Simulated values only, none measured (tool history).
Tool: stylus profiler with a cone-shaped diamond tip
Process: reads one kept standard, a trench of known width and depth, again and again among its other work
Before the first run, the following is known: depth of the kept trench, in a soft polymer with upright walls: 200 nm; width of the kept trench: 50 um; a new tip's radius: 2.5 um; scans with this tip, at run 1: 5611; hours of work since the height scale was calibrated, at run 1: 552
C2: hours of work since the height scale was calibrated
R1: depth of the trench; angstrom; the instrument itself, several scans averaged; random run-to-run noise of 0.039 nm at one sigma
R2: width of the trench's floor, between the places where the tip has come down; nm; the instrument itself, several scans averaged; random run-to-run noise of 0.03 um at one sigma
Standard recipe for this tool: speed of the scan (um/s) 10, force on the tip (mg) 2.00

Run 1, hour 0.0: usual settings; scans with this tip 5611; C2 552. Result: R1 2023.0 angstrom, R2 47770 nm.
Run 2, hour 24.7: usual settings but speed of the scan (um/s) 14; scans with this tip 5766; C2 567. Result: R1 2023.1 angstrom, R2 47810 nm.
Run 3, hour 45.1: usual settings but speed of the scan (um/s) 14; scans with this tip 5894; C2 580. Result: R1 2022.9 angstrom, R2 47760 nm.
Run 4, hour 58.8: usual settings but speed of the scan (um/s) 14; scans with this tip 5981; C2 588. Result: R1 2023.2 angstrom, R2 47810 nm.
Run 5, hour 74.2: usual settings but speed of the scan (um/s) 14; scans with this tip 6078; C2 598. Result: R1 2022.6 angstrom, R2 47800 nm.
Run 6, hour 96.9: usual settings but speed of the scan (um/s) 14; scans with this tip 6221; C2 612. Result: R1 2023.3 angstrom, R2 47840 nm.
Run 7, hour 110.9: usual settings; scans with this tip 6310; C2 620. Result: R1 2023.1 angstrom, R2 47820 nm.
Run 8, hour 134.5: usual settings; scans with this tip 6458; C2 635. Result: R1 2023.3 angstrom, R2 47760 nm.
Run 9, hour 160.4: usual settings; scans with this tip 6621; C2 651. Result: R1 2024.2 angstrom, R2 47790 nm.
Run 10, hour 183.7: usual settings but speed of the scan (um/s) 12; scans with this tip 6768; C2 666. Result: R1 2023.5 angstrom, R2 47780 nm.
Run 11, hour 202.0: usual settings but speed of the scan (um/s) 12; scans with this tip 6883; C2 677. Result: R1 2023.7 angstrom, R2 47820 nm.
Run 12, hour 225.9: usual settings but speed of the scan (um/s) 4, force on the tip (mg) 3.89; scans with this tip 7034; C2 692. Result: R1 2034.5 angstrom, R2 47830 nm.
Run 13, hour 237.8: usual settings but speed of the scan (um/s) 4, force on the tip (mg) 3.89; scans with this tip 7109; C2 699. Result: R1 2033.8 angstrom, R2 47780 nm.
At hour 240.2: height scale calibrated on a step standard.
Run 14, hour 249.6: usual settings but speed of the scan (um/s) 19, force on the tip (mg) 2.14; scans with this tip 7180; C2 6. Result: R1 2028.9 angstrom, R2 47690 nm.
Run 15, hour 271.3: usual settings but speed of the scan (um/s) 19, force on the tip (mg) 2.28; scans with this tip 7317; C2 19. Result: R1 2029.2 angstrom, R2 47710 nm.
Run 16, hour 284.0: usual settings but speed of the scan (um/s) 39, force on the tip (mg) 0.75; scans with this tip 7396; C2 27. Result: R1 2018.7 angstrom, R2 47510 nm.
Run 17, hour 296.7: usual settings but speed of the scan (um/s) 2, force on the tip (mg) 1.73; scans with this tip 7476; C2 35. Result: R1 2025.9 angstrom, R2 47760 nm.
At hour 318.3: height scale calibrated on a step standard, once more.
Run 18, hour 318.4: usual settings but speed of the scan (um/s) 8, force on the tip (mg) 1.68; scans with this tip 7610; C2 0. Result: R1 2018.4 angstrom, R2 47750 nm.
Run 19, hour 343.2: usual settings but force on the tip (mg) 2.01; scans with this tip 7767; C2 15. Result: R1 2020.5 angstrom, R2 47790 nm.

Predict the results of run 20:
Run 20, hour 355.6: usual settings but speed of the scan (um/s) 19, force on the tip (mg) 2.14; scans with this tip 7844; C2 23. Result: R1 ?, R2 ?.

{"run 20": {"R1": 2021.5, "R2": 47730}}
Take away the tool's hidden state, keep the run-to-run variation as it was, and the same run would have given R1 2019.6 angstrom, R2 47990 nm.

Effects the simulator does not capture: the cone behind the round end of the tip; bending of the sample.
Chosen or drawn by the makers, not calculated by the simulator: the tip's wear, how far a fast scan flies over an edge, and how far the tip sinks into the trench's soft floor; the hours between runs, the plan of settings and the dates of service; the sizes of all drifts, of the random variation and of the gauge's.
